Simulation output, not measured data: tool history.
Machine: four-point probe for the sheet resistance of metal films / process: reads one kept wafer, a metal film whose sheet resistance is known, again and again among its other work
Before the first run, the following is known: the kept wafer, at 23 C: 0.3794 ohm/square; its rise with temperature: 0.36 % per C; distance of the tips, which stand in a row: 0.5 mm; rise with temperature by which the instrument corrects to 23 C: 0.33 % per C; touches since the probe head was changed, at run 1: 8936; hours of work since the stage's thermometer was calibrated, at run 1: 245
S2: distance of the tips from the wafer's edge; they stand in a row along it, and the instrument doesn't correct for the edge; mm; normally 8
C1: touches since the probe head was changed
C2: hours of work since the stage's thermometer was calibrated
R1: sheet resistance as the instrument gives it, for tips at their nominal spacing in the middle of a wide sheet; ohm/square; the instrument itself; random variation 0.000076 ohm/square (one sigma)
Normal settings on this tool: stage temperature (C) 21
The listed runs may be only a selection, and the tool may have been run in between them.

{"run": 1, "hour": 0.0, "stage temperature (C)": 21, "S2": 8, "C1": 8936, "C2": 245, "R1": 0.379086}
{"run": 2, "hour": 65.3, "stage temperature (C)": 21, "S2": 8, "C1": 13273, "C2": 297, "R1": 0.37906}
{"run": 3, "hour": 97.5, "stage temperature (C)": 21, "S2": 8, "C1": 15412, "C2": 323, "R1": 0.378976}
{"run": 4, "hour": 152.9, "stage temperature (C)": 21, "S2": 8, "C1": 19089, "C2": 367, "R1": 0.378901}
{"run": 5, "hour": 193.8, "stage temperature (C)": 21, "S2": 8, "C1": 21806, "C2": 399, "R1": 0.37871}
{"run": 6, "hour": 255.4, "stage temperature (C)": 21, "S2": 8, "C1": 25898, "C2": 448, "R1": 0.378813}
{"run": 7, "hour": 322.9, "stage temperature (C)": 21, "S2": 4, "C1": 30379, "C2": 502, "R1": 0.381048}
{"run": 8, "hour": 386.6, "stage temperature (C)": 21, "S2": 8, "C1": 34614, "C2": 552, "R1": 0.378478}
{"run": 9, "hour": 435.6, "stage temperature (C)": 21, "S2": 8, "C1": 37868, "C2": 591, "R1": 0.378341}
{"run": 10, "hour": 492.4, "stage temperature (C)": 21, "S2": 8, "C1": 41635, "C2": 636, "R1": 0.37833}
{"run": 11, "hour": 545.2, "stage temperature (C)": 21, "S2": 19, "C1": 45146, "C2": 678, "R1": 0.377776}
{"run": 12, "hour": 611.4, "stage temperature (C)": 29, "S2": 19, "C1": 49541, "C2": 731, "R1": 0.378338}
{"run": 13, "hour": 664.8, "stage temperature (C)": 21, "S2": 8, "C1": 53089, "C2": 773, "R1": 0.378133}
{"run": 14, "hour": 725.0, "stage temperature (C)": 21, "S2": 8, "C1": 57088, "C2": 821, "R1": 0.37801}
{"run": 15, "hour": 767.8, "stage temperature (C)": 21, "S2": 8, "C1": 59928, "C2": 855, "R1": 0.37791}
{"run": 16, "hour": 825.2, "stage temperature (C)": 21, "S2": 8, "C1": 63741, "C2": 901, "R1": 0.377827}
{"run": 17, "hour": 871.5, "stage temperature (C)": 21, "S2": 8, "C1": 66818, "C2": 937, "R1": 0.377744}
{"run": 18, "hour": 936.7, "stage temperature (C)": 25, "S2": 8, "C1": 71145, "C2": 989, "R1": 0.377912}
{"run": 19, "hour": 1009.0, "stage temperature (C)": 25, "S2": 8, "C1": 75944, "C2": 1047, "R1": 0.3779}
{"run": 20, "hour": 1075.6, "stage temperature (C)": 21, "S2": 4, "C1": 80369, "C2": 1099, "R1": 0.379873}
{"run": 21, "hour": 1106.4, "stage temperature (C)": 21, "S2": 8, "C1": 82413, "C2": 1124, "R1": 0.377285}
{"run": 22, "hour": 1173.9, "stage temperature (C)": 21, "S2": 8, "C1": 86896, "C2": 1177, "R1": 0.377263}
{"run": 23, "hour": 1210.7, "stage temperature (C)": 21, "S2": 6, "C1": 89343, "C2": 1207, "R1": 0.377969}
{"run": 24, "hour": 1265.5, "stage temperature (C)": 19, "S2": 30, "C1": 92981, "C2": 1250, "R1": 0.376118}
{"run": 25, "hour": 1339.1, "stage temperature (C)": 25, "S2": 7, "C1": 97868, "C2": 1309, "R1": 0.377769}
{"run": 26, "hour": 1383.6, "stage temperature (C)": 30, "S2": 4, "C1": 100827, "C2": 1344, "R1": 0.380108}
{"run": 27, "hour": 1433.9, "stage temperature (C)": 30, "S2": 4, "C1": 104164, "C2": 1384, "R1": 0.380101}
{"run": 28, "hour": 1489.4, "stage temperature (C)": 22, "S2": 8, "C1": 107851, "C2": 1428, "R1": 0.376783}
{"run": 29, "hour": 1542.2, "stage temperature (C)": 20, "S2": 6, "C1": 111357, "C2": 1470, "R1": 0.377148}
{"run": 30, "hour": 1609.4, "stage temperature (C)": 20, "S2": 6, "C1": 115819, "C2": 1523, "R1": 0.377059}
{"run": 31, "hour": 1661.0, "stage temperature (C)": 20, "S2": 6, "C1": 119248, "C2": 1564, "R1": 0.376973}
{"run": 32, "hour": 1714.8, "stage temperature (C)": 34, "S2": 12, "C1": 122822, "C2": 1607, "R1": 0.377207}
{"run": 33, "hour": 1744.6, "stage temperature (C)": 27, "S2": 5, "C1": 124799, "C2": 1631, "R1": 0.378272}
{"hour": 1772.3, "done": "stage's thermometer calibrated"}
{"run": 34, "hour": 1814.4, "stage temperature (C)": 29, "S2": 10, "C1": 129405, "C2": 33, "R1": 0.377315}
{"run": 35, "hour": 1863.0, "stage temperature (C)": 29, "S2": 10, "C1": 132629, "C2": 72, "R1": 0.377248}
{"run": 36, "hour": 1914.8, "stage temperature (C)": 29, "S2": 6, "C1": 136073, "C2": 113, "R1": 0.377952}
{"run": 37, "hour": 1952.3, "stage temperature (C)": 20, "S2": 5, "C1": 138563, "C2": 143, "R1": 0.377654}
{"run": 38, "hour": 2002.0, "stage temperature (C)": 28, "S2": 15, "C1": 141859, "C2": 182, "R1": 0.376481}
{"run": 39, "hour": 2040.8, "stage temperature (C)": 26, "S2": 3, "C1": 144436, "C2": 213, "R1": 0.381746}
{"run": 40, "hour": 2113.5, "stage temperature (C)": 26, "S2": 3, "C1": 149264, "C2": 271, "R1": 0.381557}
{"run": 41, "hour": 2167.3, "stage temperature (C)": 19, "S2": 7, "C1": 152841, "C2": 314, "R1": 0.376152}
{"hour": 2190.2, "done": "new probe head fitted"}
{"run": 42, "hour": 2202.6, "stage temperature (C)": 19, "S2": 12, "C1": 825, "C2": 341, "R1": 0.379582}
{"run": 43, "hour": 2255.2, "stage temperature (C)": 19, "S2": 12, "C1": 4314, "C2": 383, "R1": 0.379688}
{"run": 44, "hour": 2326.8, "stage temperature (C)": 21, "S2": 3, "C1": 9068, "C2": 439, "R1": 0.384802}
{"run": 45, "hour": 2400.0, "stage temperature (C)": 22, "S2": 52, "C1": 13931, "C2": 498, "R1": 0.379356}

Run by run, hidden condition taken away, random variation retained:
The tool's hidden condition here consists of: inner tips' distance over the nominal, %; tips' flats over new ones', %; wafer's true temperature over the reading, C; drift of the gauge itself on sheet_ohm, %.
run=1 R1=0.379915
run=2 R1=0.379992
run=3 R1=0.37996
run=4 R1=0.379972
run=5 R1=0.379843
run=6 R1=0.380046
run=7 R1=0.382407
run=8 R1=0.379937
run=9 R1=0.379884
run=10 R1=0.379974
run=11 R1=0.379504
run=12 R1=0.380171
run=13 R1=0.380064
run=14 R1=0.380046
run=15 R1=0.380017
run=16 R1=0.380025
run=17 R1=0.380015
run=18 R1=0.380285
run=19 R1=0.380396
run=20 R1=0.382499
run=21 R1=0.37994
run=22 R1=0.38003
run=23 R1=0.380798
run=24 R1=0.379032
run=25 R1=0.380803
run=26 R1=0.383225
run=27 R1=0.383303
run=28 R1=0.380063
run=29 R1=0.380518
run=30 R1=0.380538
run=31 R1=0.380536
run=32 R1=0.380832
run=33 R1=0.381972
run=34 R1=0.380554
run=35 R1=0.380571
run=36 R1=0.381369
run=37 R1=0.381137
run=38 R1=0.380032
run=39 R1=0.385409
run=40 R1=0.385346
run=41 R1=0.379985
run=42 R1=0.379319
run=43 R1=0.379509
run=44 R1=0.384751
run=45 R1=0.379425
